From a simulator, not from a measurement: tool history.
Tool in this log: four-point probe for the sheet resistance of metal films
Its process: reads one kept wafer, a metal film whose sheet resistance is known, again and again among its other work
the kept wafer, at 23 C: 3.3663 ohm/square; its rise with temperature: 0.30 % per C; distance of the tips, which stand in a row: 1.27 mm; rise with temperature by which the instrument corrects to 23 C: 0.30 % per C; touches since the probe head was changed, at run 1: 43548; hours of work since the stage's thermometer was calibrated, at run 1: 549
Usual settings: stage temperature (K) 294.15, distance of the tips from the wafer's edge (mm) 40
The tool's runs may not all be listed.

run    hour  stage temperature (K)  distance of the tips from the wafer's edge (mm)  touches since the probe head was changed  hours of work since the stage's thermometer was calibrated  sheet resistance as the instrument gives it (ohm/square)
  1     0.0                 294.15                                               40                                     43548                                                         549                                                  3.354597
  2    75.2                 306.15                                               40                                     46438                                                         590                                                  3.355769
  3   134.7                 306.15                                               40                                     48723                                                         622                                                  3.354023
  4   176.0                 306.15                                               40                                     50312                                                         645                                                  3.353513
  5   214.9                 294.15                                               40                                     51806                                                         666                                                  3.350494
  6   290.2                 294.15                                               40                                     54699                                                         707                                                  3.349852
  7   381.2                 294.15                                               13                                     58197                                                         757                                                  3.363833
  8   451.5                 294.15                                               13                                     60899                                                         795                                                  3.361541
  9   522.8                 294.15                                                7                                     63637                                                         834                                                  3.402848
 10   578.5                 294.15                                               40                                     65777                                                         864                                                  3.345472
 11   641.3                 294.15                                               40                                     68190                                                         898                                                  3.344370
 12   694.9                 294.15                                               40                                     70250                                                         928                                                  3.344589
 13   760.5                 294.15                                               40                                     72770                                                         963                                                  3.342664
 14   847.2                 294.15                                               40                                     76103                                                        1011                                                  3.341597
 15   894.9                 303.15                                               44                                     77937                                                        1037                                                  3.343698
 16   951.6                 304.15                                               44                                     80117                                                        1068                                                  3.341588
 17  1032.2                 304.15                                               44                                     83213                                                        1112                                                  3.340807
     1104.9  -- new probe head fitted
 18  1120.1                 299.15                                                4                                       586                                                        1159                                                  3.538207
 19  1195.4                 299.15                                                4                                      3480                                                        1200                                                  3.536457

Alternative continuations, all from the tool just after run 19; predict every row:
  A  1280.0                 304.15                                               10                                      6728                                                        1246                                                         ?
  B  1280.0                 299.15                                               23                                      6728                                                        1246                                                         ?
  C  1280.0                 299.15                                                5                                      6728                                                        1246                                                         ?

run  sheet resistance as the instrument gives it (ohm/square)
  A                                                  3.392728
  B                                                  3.369078
  C                                                  3.476277
With no hidden state in the tool, these same runs would have given:
run  sheet resistance as the instrument gives it (ohm/square)
  A                                                  3.396721
  B                                                  3.372959
  C                                                  3.480255
